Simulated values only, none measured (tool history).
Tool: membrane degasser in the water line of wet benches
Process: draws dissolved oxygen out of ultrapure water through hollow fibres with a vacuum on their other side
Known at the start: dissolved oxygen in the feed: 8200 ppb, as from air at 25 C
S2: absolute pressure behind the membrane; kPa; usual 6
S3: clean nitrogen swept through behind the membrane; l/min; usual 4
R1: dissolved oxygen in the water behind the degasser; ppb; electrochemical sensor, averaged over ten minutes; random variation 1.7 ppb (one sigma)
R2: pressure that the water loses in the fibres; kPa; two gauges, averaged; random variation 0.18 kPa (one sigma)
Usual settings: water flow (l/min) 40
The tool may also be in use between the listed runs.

Run 1, hour 0: usual settings. Result: R1 175.7 ppb, R2 30.93 kPa.
Run 2, hour 84: usual settings. Result: R1 175.1 ppb, R2 30.33 kPa.
Run 3, hour 150: usual settings. Result: R1 177.6 ppb, R2 30.57 kPa.
Run 4, hour 240.6: usual settings but water flow (l/min) 25. Result: R1 84.7 ppb, R2 19.17 kPa.
Run 5, hour 311.3: usual settings but water flow (l/min) 25. Result: R1 85.6 ppb, R2 19.48 kPa.
Run 6, hour 384.9: usual settings. Result: R1 177.5 ppb, R2 30.72 kPa.
Run 7, hour 425.8: usual settings. Result: R1 173.4 ppb, R2 30.79 kPa.
Run 8, hour 480.9: usual settings. Result: R1 174.3 ppb, R2 30.63 kPa.
Run 9, hour 578.2: usual settings. Result: R1 174.7 ppb, R2 30.52 kPa.
Run 10, hour 645.7: usual settings but S2 5.23 kPa. Result: R1 159 ppb, R2 30.67 kPa.
Run 11, hour 729: usual settings but S2 5.23 kPa. Result: R1 156.8 ppb, R2 30.75 kPa.
Run 12, hour 778: usual settings but S2 6.68 kPa. Result: R1 191.6 ppb, R2 30.79 kPa.
Run 13, hour 868.8: usual settings but S2 6.68 kPa. Result: R1 195.4 ppb, R2 30.61 kPa.
Run 14, hour 958.2: usual settings but S3 8.28 l/min. Result: R1 143.3 ppb, R2 30.46 kPa.
Run 15, hour 1023.3: usual settings. Result: R1 178.6 ppb, R2 30.96 kPa.
Run 16, hour 1070.6: usual settings but S2 8.88 kPa. Result: R1 244.6 ppb, R2 30.54 kPa.
Run 17, hour 1113.4: usual settings but S2 8.88 kPa. Result: R1 241.4 ppb, R2 30.78 kPa.
Run 18, hour 1194.5: usual settings but water flow (l/min) 57, S3 5.84 l/min. Result: R1 268.5 ppb, R2 43.88 kPa.
Run 19, hour 1268.5: usual settings but S2 7.04 kPa, S3 1.87 l/min. Result: R1 295.2 ppb, R2 30.96 kPa.
Run 20, hour 1317.8: usual settings but S2 7.61 kPa, S3 6.89 l/min. Result: R1 169.2 ppb, R2 31.25 kPa.
Run 21, hour 1380.6: usual settings but water flow (l/min) 51, S2 6.33 kPa, S3 2 l/min. Result: R1 354.7 ppb, R2 39.48 kPa.
Run 22, hour 1455.2: usual settings but water flow (l/min) 51, S2 6.33 kPa, S3 2 l/min. Result: R1 346 ppb, R2 39.23 kPa.
Run 23, hour 1503.5: usual settings but water flow (l/min) 36, S2 4.03 kPa, S3 2 l/min. Result: R1 131.1 ppb, R2 27.56 kPa.
Run 24, hour 1565: usual settings but water flow (l/min) 50, S2 4.3 kPa, S3 4.78 l/min. Result: R1 193.7 ppb, R2 38.66 kPa.
Run 25, hour 1636.5: usual settings but water flow (l/min) 50, S2 4.3 kPa, S3 4.78 l/min. Result: R1 196.5 ppb, R2 38.51 kPa.
Run 26, hour 1704.9: usual settings but water flow (l/min) 50, S2 4.3 kPa, S3 4.78 l/min. Result: R1 194.8 ppb, R2 38.83 kPa.
Run 27, hour 1783.8: usual settings but water flow (l/min) 42, S2 7.79 kPa, S3 6.48 l/min. Result: R1 190.6 ppb, R2 32.64 kPa.
Run 28, hour 1870.9: usual settings but water flow (l/min) 59, S2 12.58 kPa, S3 3.46 l/min. Result: R1 568.7 ppb, R2 45.97 kPa.
Run 29, hour 1950.5: usual settings but S3 5.29 l/min. Result: R1 161.4 ppb, R2 31.22 kPa.
Run 30, hour 2024.6: usual settings but S2 12.4 kPa, S3 11.64 l/min. Result: R1 183.7 ppb, R2 30.38 kPa.
Run 31, hour 2073.4: usual settings but water flow (l/min) 33, S2 7.75 kPa. Result: R1 172.5 ppb, R2 25.41 kPa.

3 ways to go on from here, each from the tool as it stands after run 31. What would each give?
Run A, hour 2124.2: usual settings but water flow (l/min) 33, S2 5.89 kPa. Result: R1 ?, R2 ?.
Run B, hour 2124.2: usual settings but water flow (l/min) 34, S2 5.93 kPa, S3 1.84 l/min. Result: R1 ?, R2 ?.
Run C, hour 2124.2: usual settings but water flow (l/min) 48, S2 6.68 kPa, S3 2.56 l/min. Result: R1 ?, R2 ?.

run     R1     R2
  A  132.1  25.85
  B  208.3  26.36
  C  311.7  36.97
Without the tool's hidden state the same runs would have given:
run     R1     R2
  A  118.7  25.49
  B  185.3     26
  C  285.8  36.46
